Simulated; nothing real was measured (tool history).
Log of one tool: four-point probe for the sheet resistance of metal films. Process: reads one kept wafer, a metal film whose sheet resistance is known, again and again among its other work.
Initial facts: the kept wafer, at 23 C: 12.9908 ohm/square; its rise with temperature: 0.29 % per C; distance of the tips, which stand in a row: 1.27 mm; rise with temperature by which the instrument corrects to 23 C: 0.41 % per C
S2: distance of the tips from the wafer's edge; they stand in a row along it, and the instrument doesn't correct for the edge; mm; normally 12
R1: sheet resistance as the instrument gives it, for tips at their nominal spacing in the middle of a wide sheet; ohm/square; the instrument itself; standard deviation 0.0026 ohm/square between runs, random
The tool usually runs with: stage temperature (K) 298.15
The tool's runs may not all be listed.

run 1 day=0 | stage_temperature_(K)=298.15 S2=12 | R1=13.107896
run 2 day=3.846 | stage_temperature_(K)=293.15 S2=12 | R1=13.196742
run 3 day=7.142 | stage_temperature_(K)=293.15 S2=12 | R1=13.200188
run 4 day=10.167 | stage_temperature_(K)=293.15 S2=12 | R1=13.204118
run 5 day=13.017 | stage_temperature_(K)=293.15 S2=12 | R1=13.207036
run 6 day=14.608 | stage_temperature_(K)=293.15 S2=12 | R1=13.210845
run 7 day=17.975 | stage_temperature_(K)=297.15 S2=12 | R1=13.149577
run 8 day=21.225 | stage_temperature_(K)=297.15 S2=12 | R1=13.155721
run 9 day=23.188 | stage_temperature_(K)=297.15 S2=12 | R1=13.158086
run 10 day=24.825 | stage_temperature_(K)=298.15 S2=12 | R1=13.148001
run 11 day=28.171 | stage_temperature_(K)=298.15 S2=12 | R1=13.153764
run 12 day=31.796 | stage_temperature_(K)=298.15 S2=12 | R1=13.156479
run 13 day=35.104 | stage_temperature_(K)=298.15 S2=12 | R1=13.16064
run 14 day=38.362 | stage_temperature_(K)=298.15 S2=12 | R1=13.171256
run 15 day=42.158 | stage_temperature_(K)=298.15 S2=12 | R1=13.174988
run 16 day=45.596 | stage_temperature_(K)=298.15 S2=12 | R1=13.179877
run 17 day=48.688 | stage_temperature_(K)=300.15 S2=12 | R1=13.152166
run 18 day=51.483 | stage_temperature_(K)=298.15 S2=12 | R1=13.19211
run 19 day=53.975 | stage_temperature_(K)=292.15 S2=12 | R1=13.295886
run 20 day=57.283 | stage_temperature_(K)=292.15 S2=8 | R1=13.399481
run 21 day=59.167 | stage_temperature_(K)=292.15 S2=8 | R1=13.402752
run 22 day=60.967 | stage_temperature_(K)=292.15 S2=8 | R1=13.405997
run 23 day=63.95 | stage_temperature_(K)=303.15 S2=14 | R1=13.111965
run 24 day=65.633 | stage_temperature_(K)=303.15 S2=14 | R1=13.113137
run 25 day=69.088 | stage_temperature_(K)=307.15 S2=25 | R1=13.017076
run 26 day=72.725 | stage_temperature_(K)=307.15 S2=25 | R1=13.02292
run 27 day=76.112 | stage_temperature_(K)=296.15 S2=30 | R1=13.200236
run 28 day=78.617 | stage_temperature_(K)=300.15 S2=12 | R1=13.211898
run 29 day=81.633 | stage_temperature_(K)=300.15 S2=12 | R1=13.196869
run 30 day=83.858 | stage_temperature_(K)=300.15 S2=12 | R1=13.203483
run 31 day=86.142 | stage_temperature_(K)=300.15 S2=12 | R1=13.204712
run 32 day=87.975 | stage_temperature_(K)=300.15 S2=12 | R1=13.212057
run 33 day=91.646 | stage_temperature_(K)=299.15 S2=4 | R1=13.824459
run 34 day=94.488 | stage_temperature_(K)=298.15 S2=20 | R1=13.200212
run 35 day=96.512 | stage_temperature_(K)=296.15 S2=9 | R1=13.346717
run 36 day=100.058 | stage_temperature_(K)=292.15 S2=63 | R1=13.087606
run 37 day=102.467 | stage_temperature_(K)=297.15 S2=70 | R1=13.01031
run 38 day=105.521 | stage_temperature_(K)=297.15 S2=9 | R1=13.15296
run 39 day=107.1 | stage_temperature_(K)=292.15 S2=23 | R1=13.121967
run 40 day=110.35 | stage_temperature_(K)=292.15 S2=23 | R1=13.128852
run 41 day=113.258 | stage_temperature_(K)=292.15 S2=23 | R1=13.132246
run 42 day=115.617 | stage_temperature_(K)=292.15 S2=23 | R1=13.132212
run 43 day=119.25 | stage_temperature_(K)=292.15 S2=23 | R1=13.141455

Between the runs listed above, the log contained 3 entries, not reproduced here. Where in the sequence does each belong, and how does what the log doesn't record of the tool's condition differ from the listed run before to the listed run after?
In the gap between runs 20 and 21: stage's thermometer calibrated (day 57.583)
  inner tips' distance over the nominal, %: 1.119 -> 1.143; tips' flats over new ones', %: 53 -> 54; wafer's true temperature over the reading, C: 0.14 -> 0.17
  what was measured, less what the result would be without the hidden state, R1: +0.165883 -> +0.170395 ohm/square
In the gap between runs 28 and 29: stage's thermometer calibrated, once more (day 79.571)
  inner tips' distance over the nominal, %: 1.356 -> 1.388; tips' flats over new ones', %: 67 -> 69; wafer's true temperature over the reading, C: 0.25 -> -0.04
  what was measured, less what the result would be without the hidden state, R1: +0.200702 -> +0.194101 ohm/square
In the gap between runs 35 and 36: new probe head fitted (day 97.654)
  inner tips' distance over the nominal, %: 1.549 -> 0.213; tips' flats over new ones', %: 78 -> 2; wafer's true temperature over the reading, C: 0.02 -> 0.04
  what was measured, less what the result would be without the hidden state, R1: +0.221085 -> +0.031436 ohm/square
